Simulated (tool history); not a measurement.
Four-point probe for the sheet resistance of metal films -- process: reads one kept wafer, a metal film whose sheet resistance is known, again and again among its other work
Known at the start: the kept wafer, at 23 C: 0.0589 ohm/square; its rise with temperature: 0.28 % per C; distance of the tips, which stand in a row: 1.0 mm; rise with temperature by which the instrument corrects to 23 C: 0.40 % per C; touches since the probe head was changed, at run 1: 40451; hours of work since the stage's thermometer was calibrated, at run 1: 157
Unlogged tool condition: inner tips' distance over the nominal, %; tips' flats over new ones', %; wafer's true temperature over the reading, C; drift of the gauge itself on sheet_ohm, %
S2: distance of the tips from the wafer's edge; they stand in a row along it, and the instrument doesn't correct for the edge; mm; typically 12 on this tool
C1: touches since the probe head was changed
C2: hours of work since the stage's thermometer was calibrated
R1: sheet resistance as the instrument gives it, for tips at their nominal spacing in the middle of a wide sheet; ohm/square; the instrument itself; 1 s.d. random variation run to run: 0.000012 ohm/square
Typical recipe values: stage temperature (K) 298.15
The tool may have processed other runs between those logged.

Run 1, hour 0: usual settings; C1 40451; C2 157. Result: R1 0.059236 ohm/square.
Run 2, hour 94.5: usual settings; C1 45000; C2 210. Result: R1 0.059273 ohm/square.
Run 3, hour 203.5: usual settings; C1 50240; C2 272. Result: R1 0.059297 ohm/square.
Run 4, hour 346.3: usual settings but stage temperature (K) 296.15; C1 57112; C2 353. Result: R1 0.059464 ohm/square.
Run 5, hour 446.7: usual settings; C1 61945; C2 410. Result: R1 0.059365 ohm/square.
Run 6, hour 560.4: usual settings; C1 67417; C2 475. Result: R1 0.059371 ohm/square.
Run 7, hour 632.1: usual settings; C1 70865; C2 516. Result: R1 0.059396 ohm/square.
Run 8, hour 742.6: usual settings but stage temperature (K) 300.15; C1 76180; C2 578. Result: R1 0.059279 ohm/square.
Run 9, hour 849.1: usual settings but stage temperature (K) 300.15; C1 81305; C2 639. Result: R1 0.059307 ohm/square.
Run 10, hour 965.1: usual settings but stage temperature (K) 301.15; C1 86887; C2 705. Result: R1 0.05926 ohm/square.
Run 11, hour 1090.1: usual settings but stage temperature (K) 301.15; C1 92902; C2 776. Result: R1 0.059307 ohm/square.
Run 12, hour 1165.6: usual settings but stage temperature (K) 301.15; C1 96534; C2 819. Result: R1 0.059313 ohm/square.
Run 13, hour 1277.7: usual settings but stage temperature (K) 301.15; C1 101927; C2 882. Result: R1 0.059335 ohm/square.
Run 14, hour 1377.9: usual settings but stage temperature (K) 301.15; C1 106748; C2 939. Result: R1 0.059355 ohm/square.
Run 15, hour 1453.9: usual settings but stage temperature (K) 301.15; C1 110406; C2 983. Result: R1 0.05939 ohm/square.
Run 16, hour 1554.4: usual settings but stage temperature (K) 301.15; C1 115239; C2 1040. Result: R1 0.059414 ohm/square.
At hour 1563.2: stage's thermometer calibrated.
Run 17, hour 1651.9: usual settings but stage temperature (K) 301.15; C1 119908; C2 50. Result: R1 0.059439 ohm/square.
Run 18, hour 1752.5: usual settings but stage temperature (K) 301.15; C1 124746; C2 108. Result: R1 0.059436 ohm/square.
Run 19, hour 1841.9: usual settings; C1 129050; C2 158. Result: R1 0.059686 ohm/square.
Run 20, hour 1915.1: usual settings but S2 26 mm; C1 132570; C2 200. Result: R1 0.059505 ohm/square.
Run 21, hour 1984.4: usual settings but S2 26 mm; C1 135906; C2 239. Result: R1 0.059525 ohm/square.
Run 22, hour 2086.4: usual settings but S2 26 mm; C1 140810; C2 297. Result: R1 0.059567 ohm/square.
Run 23, hour 2228.8: usual settings but stage temperature (K) 295.15; C1 147665; C2 378. Result: R1 0.059995 ohm/square.
At hour 2313.8: new probe head fitted.
Run 24, hour 2313.8: usual settings but stage temperature (K) 292.15, S2 42 mm; C1 0; C2 426. Result: R1 0.059082 ohm/square.
Run 25, hour 2437.8: usual settings but stage temperature (K) 304.15; C1 5965; C2 496. Result: R1 0.058462 ohm/square.
At hour 2444.9: stage's thermometer calibrated, once more.
Run 26, hour 2565.6: usual settings but stage temperature (K) 295.15, S2 6 mm; C1 12090; C2 69. Result: R1 0.059844 ohm/square.
Run 27, hour 2694.1: usual settings but stage temperature (K) 297.15, S2 13 mm; C1 18272; C2 142. Result: R1 0.059085 ohm/square.
Run 28, hour 2754.5: usual settings but stage temperature (K) 308.15, S2 8 mm; C1 21177; C2 176. Result: R1 0.058634 ohm/square.
Run 29, hour 2867.4: usual settings but stage temperature (K) 294.15, S2 29 mm; C1 26611; C2 240. Result: R1 0.059154 ohm/square.
Run 30, hour 2934.7: usual settings but stage temperature (K) 293.15, S2 23 mm; C1 29851; C2 278. Result: R1 0.059293 ohm/square.
Run 31, hour 3029.2: usual settings but stage temperature (K) 292.15, S2 64 mm; C1 34394; C2 332. Result: R1 0.0593 ohm/square.
Run 32, hour 3152.5: usual settings but stage temperature (K) 292.15, S2 40 mm; C1 40329; C2 402. Result: R1 0.05938 ohm/square.
Run 33, hour 3262.9: usual settings but stage temperature (K) 292.15, S2 22 mm; C1 45639; C2 465. Result: R1 0.059409 ohm/square.
Run 34, hour 3401.9: usual settings but stage temperature (K) 292.15, S2 22 mm; C1 52329; C2 544. Result: R1 0.059477 ohm/square.
Run 35, hour 3509.1: usual settings but stage temperature (K) 293.15, S2 11 mm; C1 57487; C2 604. Result: R1 0.059619 ohm/square.
Run 36, hour 3569.5: usual settings but stage temperature (K) 307.15, S2 30 mm; C1 60390; C2 639. Result: R1 0.05845 ohm/square.
Run 37, hour 3676.9: usual settings but stage temperature (K) 307.15, S2 30 mm; C1 65558; C2 700. Result: R1 0.058463 ohm/square.
Run 38, hour 3776.3: usual settings but stage temperature (K) 307.15, S2 30 mm; C1 70343; C2 756. Result: R1 0.058472 ohm/square.
Run 39, hour 3876.7: usual settings but stage temperature (K) 296.15, S2 5 mm; C1 75174; C2 813. Result: R1 0.060487 ohm/square.
Run 40, hour 4024.4: usual settings but stage temperature (K) 296.15, S2 5 mm; C1 82279; C2 897. Result: R1 0.060487 ohm/square.
Run 41, hour 4095.7: usual settings but stage temperature (K) 296.15, S2 5 mm; C1 85708; C2 938. Result: R1 0.060529 ohm/square.
Run 42, hour 4155.2: usual settings but stage temperature (K) 296.15, S2 5 mm; C1 88571; C2 971. Result: R1 0.06053 ohm/square.
Run 43, hour 4216.9: usual settings but stage temperature (K) 296.15, S2 5 mm; C1 91541; C2 1007. Result: R1 0.060539 ohm/square.
Run 44, hour 4355.1: usual settings but stage temperature (K) 296.15, S2 5 mm; C1 98191; C2 1085. Result: R1 0.06059 ohm/square.

3 options for the next run, each taken on its own from the tool as it stands now. Forecast them:
Run A, hour 4473.9: usual settings but stage temperature (K) 297.15; C1 103909; C2 1153. Result: R1 ?.
Run B, hour 4473.9: usual settings but stage temperature (K) 305.15, S2 4 mm; C1 103909; C2 1153. Result: R1 ?.
Run C, hour 4473.9: usual settings but stage temperature (K) 302.15, S2 7 mm; C1 103909; C2 1153. Result: R1 ?.

run        R1
  A  0.059508
  B  0.060638
  C  0.059575
With no hidden state in the tool, these same runs would have given:
run        R1
  A  0.059053
  B  0.060174
  C  0.059118
